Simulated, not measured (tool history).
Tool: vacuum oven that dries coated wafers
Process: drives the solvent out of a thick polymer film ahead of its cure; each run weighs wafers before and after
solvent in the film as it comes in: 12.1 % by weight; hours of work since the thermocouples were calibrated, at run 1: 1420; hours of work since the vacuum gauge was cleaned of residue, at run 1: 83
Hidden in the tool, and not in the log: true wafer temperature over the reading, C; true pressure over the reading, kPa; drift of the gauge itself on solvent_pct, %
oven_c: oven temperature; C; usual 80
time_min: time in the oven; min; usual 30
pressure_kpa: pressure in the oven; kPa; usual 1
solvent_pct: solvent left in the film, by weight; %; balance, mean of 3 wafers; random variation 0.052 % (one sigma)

run,hour,oven_c,time_min,pressure_kpa,hours of work since the thermocouples were calibrated,hours of work since the vacuum gauge was cleaned of residue,solvent_pct
1,0,80,30,1,1420,83,2.18
2,8.5,80,30,1,1423,87,2.14
3,24.6,80,30,1,1430,94,2.18
4,38.7,80,30,1,1436,100,2.17
5,47.1,80,30,1,1440,103,2.08
6,64.6,80,30,1,1447,110,2.2
# hour 67.5: vacuum gauge cleaned of residue and calibrated
7,85.3,80,30,1,1455,7,2.19
8,93.3,80,30,1,1458,11,2.12
9,105.7,71,15,1.51,1463,16,6.84
# hour 110.6: vacuum gauge cleaned of residue and calibrated, once more
10,118.6,80,26,3.84,1468,3,3.99
11,128.4,80,38,1.55,1472,7,1.81
12,143.4,80,38,1.55,1479,14,1.89
13,155.5,80,30,1.18,1484,19,2.32

Forecast run 14:
14,165.9,80,30,1.18,1488,23,?

{"run 14": {"solvent_pct": 2.32}}
Without the tool's hidden state the same run would have given solvent_pct 1.62 %.
